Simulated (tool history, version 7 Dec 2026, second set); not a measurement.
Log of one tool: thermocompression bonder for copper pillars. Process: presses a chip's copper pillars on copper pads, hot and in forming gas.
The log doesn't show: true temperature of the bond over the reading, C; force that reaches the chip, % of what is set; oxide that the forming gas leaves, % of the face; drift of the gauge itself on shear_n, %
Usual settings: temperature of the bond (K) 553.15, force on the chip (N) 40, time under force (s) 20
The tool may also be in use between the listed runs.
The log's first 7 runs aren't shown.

| run | hour | temperature of the bond (K) | force on the chip (N) | time under force (s) | hours of work since the heater was calibrated | hours of work since the force cell was calibrated | hours of work since the gas filter was changed | force that shears a chip off (N) |
|---|---|---|---|---|---|---|---|---|
| 8 | 61.8 | 553.15 | 40 | 20 | 1006 | 345 | 161 | 60.7 |
| 9 | 71.8 | 553.15 | 40 | 20 | 1012 | 351 | 167 | 61.6 |
| 10 | 81.5 | 553.15 | 40 | 20 | 1018 | 357 | 173 | 60.8 |
| 11 | 91.8 | 553.15 | 40 | 20 | 1024 | 363 | 179 | 60.5 |
| 12 | 104.5 | 553.15 | 37 | 20 | 1032 | 370 | 186 | 56.2 |
| 13 | 109.8 | 553.15 | 37 | 20 | 1035 | 373 | 190 | 55.8 |
| 14 | 115.1 | 553.15 | 47 | 20 | 1038 | 376 | 193 | 67.4 |
| 15 | 123.8 | 553.15 | 40 | 50 | 1043 | 382 | 198 | 77.0 |
| 16 | 132.2 | 553.15 | 40 | 20 | 1048 | 387 | 203 | 58.7 |
| 17 | 143.0 | 553.15 | 40 | 20 | 1054 | 393 | 209 | 58.5 |
| 18 | 152.1 | 553.15 | 40 | 20 | 1060 | 398 | 215 | 58.9 |
| 19 | 158.1 | 553.15 | 40 | 20 | 1063 | 402 | 218 | 57.5 |
| 20 | 165.5 | 553.15 | 40 | 20 | 1068 | 406 | 223 | 58.5 |
| 21 | 176.6 | 573.15 | 38 | 52 | 1074 | 413 | 229 | 84.0 |
| 22 | 185.2 | 544.15 | 29 | 31 | 1079 | 418 | 234 | 46.9 |
| 23 | 192.7 | 566.15 | 53 | 15 | 1084 | 423 | 239 | 75.3 |
| 24 | 203.5 | 566.15 | 53 | 46 | 1090 | 429 | 245 | 86.4 |
| 25 | 211.0 | 540.15 | 53 | 20 | 1095 | 433 | 250 | 63.6 |
| 26 | 223.4 | 540.15 | 50 | 47 | 1102 | 441 | 257 | 74.4 |
| 27 | 235.4 | 524.15 | 33 | 18 | 1109 | 448 | 264 | 31.0 |
| 28 | 246.5 | 536.15 | 31 | 24 | 1116 | 454 | 271 | 39.3 |
|  | 253.9 | heater calibrated with a thermocouple chip |
| 29 | 254.3 | 561.15 | 33 | 20 | 0 | 458 | 274 | 61.3 |
| 30 | 263.0 | 543.15 | 40 | 39 | 5 | 463 | 279 | 69.9 |

Run 31 comes next. What will it give?
| 31 | 272.2 | 563.15 | 40 | 39 | 11 | 469 | 285 | ? |

force that shears a chip off (N): 80.5
Without the tool's hidden state the same run would have given force that shears a chip off (N) 87.5.

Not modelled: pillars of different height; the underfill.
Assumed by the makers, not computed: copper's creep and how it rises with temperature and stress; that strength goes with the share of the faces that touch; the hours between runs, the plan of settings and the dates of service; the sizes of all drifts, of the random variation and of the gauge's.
